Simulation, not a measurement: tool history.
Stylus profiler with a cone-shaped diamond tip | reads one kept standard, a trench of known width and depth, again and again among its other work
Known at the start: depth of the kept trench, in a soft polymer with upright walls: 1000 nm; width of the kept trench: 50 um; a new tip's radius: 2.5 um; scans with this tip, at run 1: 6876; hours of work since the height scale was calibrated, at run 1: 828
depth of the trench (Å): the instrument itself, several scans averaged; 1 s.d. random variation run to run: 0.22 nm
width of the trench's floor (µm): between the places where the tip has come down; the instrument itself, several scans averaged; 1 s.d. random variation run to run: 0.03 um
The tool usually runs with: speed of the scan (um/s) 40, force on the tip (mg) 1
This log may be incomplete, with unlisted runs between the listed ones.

run,hour,speed of the scan (um/s),force on the tip (mg),scans with this tip,hours of work since the height scale was calibrated,depth of the trench (Å),width of the trench's floor (µm)
1,0,40,1,6876,828,10061.4,45.67
2,107.1,40,1,7447,897,10062.5,45.64
3,179,40,2.26,7830,943,10103.1,45.79
4,300.6,40,2.26,8478,1021,10107.4,45.78
5,407.5,40,2.26,9047,1090,10105.5,45.73
6,511.5,12,2.26,9601,1156,10105.5,45.89
7,584.8,12,2.26,9991,1203,10102.6,45.88

Run 8 has not been measured yet. What should we expect?
8,634.3,119,0.44,10256,1235,?,?

For run 8 the tool returned depth of the trench (Å) 10036.1, width of the trench's floor (µm) 44.49.
Take away the tool's hidden state, keep the run-to-run variation as it was, and the same run would have given depth of the trench (Å) 10036.5, width of the trench's floor (µm) 44.53.
